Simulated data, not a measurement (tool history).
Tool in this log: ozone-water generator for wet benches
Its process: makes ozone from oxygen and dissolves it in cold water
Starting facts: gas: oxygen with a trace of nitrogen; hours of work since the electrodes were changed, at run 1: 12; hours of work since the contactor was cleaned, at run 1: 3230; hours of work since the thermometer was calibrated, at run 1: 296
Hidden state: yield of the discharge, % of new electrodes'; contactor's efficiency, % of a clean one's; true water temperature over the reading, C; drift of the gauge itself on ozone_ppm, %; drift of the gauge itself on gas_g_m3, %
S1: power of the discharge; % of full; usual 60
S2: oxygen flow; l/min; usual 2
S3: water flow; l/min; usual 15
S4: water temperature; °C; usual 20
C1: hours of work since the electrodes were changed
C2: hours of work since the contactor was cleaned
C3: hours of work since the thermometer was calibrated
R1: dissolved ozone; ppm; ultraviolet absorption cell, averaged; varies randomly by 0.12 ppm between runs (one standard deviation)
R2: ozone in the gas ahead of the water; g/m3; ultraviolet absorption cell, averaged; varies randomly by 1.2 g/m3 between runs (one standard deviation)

{"run": 1, "day": 0.0, "S1": 60, "S2": 2, "S3": 15, "S4": 20, "C1": 12, "C2": 3230, "C3": 296, "R1": 11.6, "R2": 225.2}
{"run": 2, "day": 1.617, "S1": 60, "S2": 2, "S3": 15, "S4": 20, "C1": 40, "C2": 3258, "C3": 325, "R1": 11.7, "R2": 225.2}
{"run": 3, "day": 3.525, "S1": 60, "S2": 2, "S3": 15, "S4": 20, "C1": 74, "C2": 3292, "C3": 359, "R1": 12, "R2": 224.3}
{"run": 4, "day": 4.554, "S1": 60, "S2": 2, "S3": 15, "S4": 13, "C1": 93, "C2": 3310, "C3": 377, "R1": 12.6, "R2": 223.6}
{"run": 5, "day": 6.004, "S1": 60, "S2": 2, "S3": 15, "S4": 13, "C1": 118, "C2": 3336, "C3": 403, "R1": 12.6, "R2": 223.3}
{"run": 6, "day": 7.283, "S1": 60, "S2": 2, "S3": 16, "S4": 20, "C1": 141, "C2": 3359, "C3": 425, "R1": 11.2, "R2": 225}
{"run": 7, "day": 8.692, "S1": 60, "S2": 2, "S3": 16, "S4": 20, "C1": 166, "C2": 3384, "C3": 450, "R1": 11.3, "R2": 225.5}
{"run": 8, "day": 10.342, "S1": 60, "S2": 2, "S3": 16, "S4": 20, "C1": 195, "C2": 3413, "C3": 479, "R1": 11, "R2": 224}
{"run": 9, "day": 11.346, "S1": 60, "S2": 2, "S3": 16, "S4": 20, "C1": 213, "C2": 3431, "C3": 497, "R1": 10.9, "R2": 224.1}
{"run": 10, "day": 13.225, "S1": 60, "S2": 2, "S3": 16, "S4": 20, "C1": 246, "C2": 3464, "C3": 531, "R1": 11.1, "R2": 226.4}
{"run": 11, "day": 14.738, "S1": 60, "S2": 2, "S3": 10, "S4": 20, "C1": 273, "C2": 3491, "C3": 557, "R1": 17.8, "R2": 223.4}
{"run": 12, "day": 16.292, "S1": 60, "S2": 2, "S3": 15, "S4": 17, "C1": 301, "C2": 3518, "C3": 585, "R1": 12.1, "R2": 224.9}
{"run": 13, "day": 17.267, "S1": 60, "S2": 2, "S3": 15, "S4": 17, "C1": 318, "C2": 3536, "C3": 602, "R1": 12, "R2": 226.2}
{"run": 14, "day": 19.092, "S1": 60, "S2": 2, "S3": 15, "S4": 17, "C1": 350, "C2": 3568, "C3": 634, "R1": 12.2, "R2": 224.9}
{"day": 19.438, "done": "contactor cleaned"}
{"run": 15, "day": 21.358, "S1": 60, "S2": 1.43, "S3": 15, "S4": 20, "C1": 387, "C2": 34, "C3": 672, "R1": 11.1, "R2": 272.9}
{"run": 16, "day": 23.612, "S1": 60, "S2": 1.43, "S3": 15, "S4": 20, "C1": 427, "C2": 74, "C3": 712, "R1": 11.2, "R2": 273.2}
{"run": 17, "day": 25.942, "S1": 60, "S2": 1.43, "S3": 15, "S4": 20, "C1": 469, "C2": 115, "C3": 753, "R1": 11.1, "R2": 273.7}
{"run": 18, "day": 27.196, "S1": 60, "S2": 1.43, "S3": 15, "S4": 20, "C1": 491, "C2": 137, "C3": 775, "R1": 11.1, "R2": 272.4}
{"run": 19, "day": 29.117, "S1": 77, "S2": 2, "S3": 15, "S4": 16, "C1": 525, "C2": 172, "C3": 809, "R1": 15, "R2": 281.8}
{"run": 20, "day": 30.762, "S1": 77, "S2": 2, "S3": 15, "S4": 16, "C1": 554, "C2": 201, "C3": 838, "R1": 14.9, "R2": 283.5}
{"day": 31.733, "done": "contactor cleaned, once more"}
{"run": 21, "day": 32.504, "S1": 77, "S2": 2, "S3": 15, "S4": 16, "C1": 582, "C2": 14, "C3": 866, "R1": 15.9, "R2": 279.9}
{"run": 22, "day": 33.983, "S1": 77, "S2": 2, "S3": 19, "S4": 13, "C1": 608, "C2": 40, "C3": 893, "R1": 12.4, "R2": 281.7}
{"run": 23, "day": 35.812, "S1": 62, "S2": 1.71, "S3": 19, "S4": 26, "C1": 641, "C2": 72, "C3": 925, "R1": 9.1, "R2": 250.3}
{"run": 24, "day": 37.046, "S1": 60, "S2": 2, "S3": 12, "S4": 17, "C1": 663, "C2": 94, "C3": 947, "R1": 15.6, "R2": 224.2}
{"run": 25, "day": 38.454, "S1": 60, "S2": 2, "S3": 12, "S4": 17, "C1": 688, "C2": 119, "C3": 972, "R1": 15.4, "R2": 224.6}
{"run": 26, "day": 39.604, "S1": 60, "S2": 2, "S3": 12, "S4": 17, "C1": 708, "C2": 140, "C3": 992, "R1": 15.4, "R2": 223.7}
{"run": 27, "day": 40.75, "S1": 60, "S2": 2, "S3": 12, "S4": 17, "C1": 728, "C2": 160, "C3": 1013, "R1": 15.5, "R2": 223.8}
{"run": 28, "day": 42.929, "S1": 60, "S2": 2, "S3": 16, "S4": 17, "C1": 767, "C2": 199, "C3": 1051, "R1": 11.5, "R2": 223.3}
{"run": 29, "day": 45.267, "S1": 60, "S2": 2, "S3": 16, "S4": 17, "C1": 808, "C2": 240, "C3": 1093, "R1": 11.5, "R2": 221.8}
{"run": 30, "day": 47.196, "S1": 60, "S2": 2, "S3": 15, "S4": 17, "C1": 843, "C2": 274, "C3": 1127, "R1": 12.4, "R2": 223.7}
{"run": 31, "day": 48.858, "S1": 69, "S2": 2.56, "S3": 17, "S4": 22, "C1": 872, "C2": 304, "C3": 1156, "R1": 12.3, "R2": 218}
{"run": 32, "day": 50.608, "S1": 69, "S2": 2.56, "S3": 17, "S4": 22, "C1": 903, "C2": 335, "C3": 1187, "R1": 12, "R2": 218.4}
{"run": 33, "day": 52.462, "S1": 69, "S2": 2.56, "S3": 17, "S4": 22, "C1": 936, "C2": 368, "C3": 1220, "R1": 11.8, "R2": 217.5}

Subtracting, for every run, the result it would have given without the tool's unlogged condition from the measured result gives the following. The same run-to-run variation enters both numbers; the gauge's scatter may not:
run=1 R1=-0.3 R2=+2.2
run=2 R1=-0.4 R2=+2
run=3 R1=-0.3 R2=+2
run=4 R1=-0.4 R2=+1.9
run=5 R1=-0.4 R2=+1.9
run=6 R1=-0.3 R2=+1.8
run=7 R1=-0.3 R2=+1.7
run=8 R1=-0.3 R2=+1.7
run=9 R1=-0.4 R2=+1.7
run=10 R1=-0.4 R2=+1.6
run=11 R1=-0.5 R2=+1.5
run=12 R1=-0.4 R2=+1.5
run=13 R1=-0.4 R2=+1.4
run=14 R1=-0.4 R2=+1.3
run=15 R1=-0.6 R2=+1.5
run=16 R1=-0.7 R2=+1.3
run=17 R1=-0.6 R2=+1.3
run=18 R1=-0.6 R2=+1.2
run=19 R1=-0.9 R2=+1.4
run=20 R1=-0.9 R2=+1.2
run=21 R1=-0.1 R2=+1.1
run=22 R1=-0.1 R2=+1
run=23 R1=-0.1 R2=+0.7
run=24 R1=-0.1 R2=+0.5
run=25 R1=-0.2 R2=+0.5
run=26 R1=-0.1 R2=+0.4
run=27 R1=-0.2 R2=+0.4
run=28 R1=-0.1 R2=+0.3
run=29 R1=-0.2 R2=+0.2
run=30 R1=-0.1 R2=+0.1
run=31 R1=-0.2 R2=+0
run=32 R1=-0.1 R2=-0.1
run=33 R1=-0.2 R2=-0.2
